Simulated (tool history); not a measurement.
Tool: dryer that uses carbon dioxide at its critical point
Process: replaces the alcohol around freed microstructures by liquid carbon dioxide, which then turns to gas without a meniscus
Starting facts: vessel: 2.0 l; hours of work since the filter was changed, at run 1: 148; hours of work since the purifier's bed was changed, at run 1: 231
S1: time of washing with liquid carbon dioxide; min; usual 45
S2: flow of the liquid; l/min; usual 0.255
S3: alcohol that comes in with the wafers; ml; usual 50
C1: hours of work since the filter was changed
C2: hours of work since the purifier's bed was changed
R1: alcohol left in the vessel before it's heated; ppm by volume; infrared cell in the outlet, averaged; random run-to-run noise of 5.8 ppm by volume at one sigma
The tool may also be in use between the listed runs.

{"run": 1, "hour": 0.0, "S1": 45, "S2": 0.255, "S3": 50, "C1": 148, "C2": 231, "R1": 234}
{"run": 2, "hour": 32.7, "S1": 45, "S2": 0.255, "S3": 50, "C1": 164, "C2": 247, "R1": 258}
{"run": 3, "hour": 51.2, "S1": 45, "S2": 0.176, "S3": 50, "C1": 173, "C2": 256, "R1": 972}
{"run": 4, "hour": 71.6, "S1": 45, "S2": 0.176, "S3": 50, "C1": 183, "C2": 266, "R1": 973}
{"run": 5, "hour": 94.5, "S1": 45, "S2": 0.176, "S3": 50, "C1": 195, "C2": 277, "R1": 971}
{"run": 6, "hour": 123.6, "S1": 45, "S2": 0.255, "S3": 50, "C1": 209, "C2": 292, "R1": 257}
{"run": 7, "hour": 146.9, "S1": 45, "S2": 0.255, "S3": 50, "C1": 221, "C2": 303, "R1": 271}
{"run": 8, "hour": 173.6, "S1": 45, "S2": 0.255, "S3": 98, "C1": 234, "C2": 316, "R1": 490}
{"run": 9, "hour": 189.1, "S1": 45, "S2": 0.255, "S3": 98, "C1": 241, "C2": 324, "R1": 509}
{"run": 10, "hour": 218.4, "S1": 28, "S2": 0.255, "S3": 50, "C1": 256, "C2": 339, "R1": 1415}
{"run": 11, "hour": 247.8, "S1": 57, "S2": 0.412, "S3": 70, "C1": 270, "C2": 353, "R1": 31}
{"run": 12, "hour": 262.2, "S1": 57, "S2": 0.412, "S3": 70, "C1": 278, "C2": 360, "R1": 32}
{"run": 13, "hour": 292.3, "S1": 39, "S2": 0.412, "S3": 53, "C1": 292, "C2": 375, "R1": 80}
{"hour": 306.7, "done": "inlet filter changed"}
{"run": 14, "hour": 323.0, "S1": 61, "S2": 0.174, "S3": 46, "C1": 8, "C2": 390, "R1": 288}
{"run": 15, "hour": 344.6, "S1": 46, "S2": 0.375, "S3": 39, "C1": 19, "C2": 400, "R1": 44}
{"run": 16, "hour": 368.4, "S1": 46, "S2": 0.31, "S3": 43, "C1": 30, "C2": 412, "R1": 87}
{"run": 17, "hour": 396.7, "S1": 46, "S2": 0.31, "S3": 43, "C1": 44, "C2": 426, "R1": 80}
{"run": 18, "hour": 418.2, "S1": 46, "S2": 0.31, "S3": 43, "C1": 55, "C2": 437, "R1": 89}
{"run": 19, "hour": 447.8, "S1": 62, "S2": 0.161, "S3": 43, "C1": 70, "C2": 451, "R1": 340}

Across each entry between runs, compare the hidden state at the last listed run before it with the hidden state at the first listed run after it:
Run 13 -> run 14: inlet filter changed (hour 306.7)
  flow that reaches the vessel past the clogged filter, %: 94.5 -> 99.7; alcohol in the recycled carbon dioxide, ppm: 30.1 -> 31
  measured value less the no-hidden-state value, R1: +39 -> +30 ppm by volume
